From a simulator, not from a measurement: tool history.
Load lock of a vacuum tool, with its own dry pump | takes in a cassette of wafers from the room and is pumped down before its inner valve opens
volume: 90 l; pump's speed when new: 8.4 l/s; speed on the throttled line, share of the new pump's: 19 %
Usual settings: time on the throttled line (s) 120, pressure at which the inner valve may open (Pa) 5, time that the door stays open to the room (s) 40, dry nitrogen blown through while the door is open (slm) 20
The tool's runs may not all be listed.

run	hour	time on the throttled line (s)	pressure at which the inner valve may open (Pa)	time that the door stays open to the room (s)	dry nitrogen blown through while the door is open (slm)	incoming humidity of the room's air, %	time from the closed door until the inner valve may open (s)	rise of the pressure with all valves shut (Pa/min)
1	0.0	120	5	40	20	47.8	207.2	0.054
2	149.2	120	7	40	20	46.5	202.7	0.052
3	254.7	120	7	40	20	41.9	201.5	0.054
4	384.7	120	5	40	20	43.5	208.1	0.055
5	547.0	120	5	195	20	42.7	207.8	0.090
6	699.4	120	5	40	20	49.1	206.9	0.062
7	844.5	120	5	40	20	43.1	208.7	0.063
8	1044.4	105	5	40	20	49.0	195.7	0.064
9	1146.5	105	5	40	20	45.4	198.1	0.068
10	1336.4	105	5	40	20	42.1	197.4	0.060
11	1463.6	105	5	40	20	48.6	197.5	0.070
12	1638.6	105	5	40	20	43.4	198.3	0.065
13	1788.0	105	5	40	20	47.7	196.0	0.075
14	1890.2	120	5	40	8	50.2	209.0	0.083
15	1993.4	120	5	40	8	43.5	209.9	0.084
16	2174.0	120	5	40	8	44.4	206.7	0.087
17	2313.2	120	7	40	20	42.5	206.5	0.075
18	2524.2	120	5	40	20	44.1	208.7	0.078
19	2707.6	120	5	47	29	44.4	209.1	0.076
20	2913.6	120	5	32	43	46.6	211.6	0.072
21	3095.3	120	4	53	43	45.3	214.1	0.085
22	3229.5	63	8	40	11	43.6	159.9	0.097
23	3406.3	63	8	40	11	45.9	159.5	0.103
24	3595.7	231	6	40	11	45.2	297.2	0.104
25	3698.8	120	7	40	20	47.5	208.7	0.098
26	3921.5	120	5	168	22	47.6	212.9	0.126
27	4058.5	65	5	168	22	46.3	168.0	0.127
28	4190.6	65	5	66	8	49.0	169.8	0.129
29	4393.1	120	5	40	37	45.0	211.3	0.098
30	4523.8	88	5	153	20	46.8	188.3	0.137
31	4713.0	88	5	153	20	47.7	186.5	0.140
32	4815.8	120	5	154	20	43.9	212.3	0.142
33	4926.4	120	5	60	7	45.9	213.0	0.138
34	5097.7	120	5	60	7	46.7	214.6	0.142
35	5282.4	120	5	60	7	46.3	215.2	0.145
36	5431.4	97	6	50	16	50.7	193.0	0.137

Forecast each of these 4 alternatives for the next run:
A	5525.4	97	8	36	25	45.7	?	?
B	5525.4	89	8	51	16	46.1	?	?
C	5525.4	114	5	40	20	45.7	?	?
D	5525.4	97	6	50	8	43.8	?	?

run	time from the closed door until the inner valve may open (s)	rise of the pressure with all valves shut (Pa/min)
A	188.0	0.121
B	183.4	0.132
C	209.7	0.122
D	193.6	0.141
Without the tool's hidden state the same runs would have given:
run	time from the closed door until the inner valve may open (s)	rise of the pressure with all valves shut (Pa/min)
A	178.8	0.015
B	173.8	0.024
C	199.8	0.017
D	183.6	0.034

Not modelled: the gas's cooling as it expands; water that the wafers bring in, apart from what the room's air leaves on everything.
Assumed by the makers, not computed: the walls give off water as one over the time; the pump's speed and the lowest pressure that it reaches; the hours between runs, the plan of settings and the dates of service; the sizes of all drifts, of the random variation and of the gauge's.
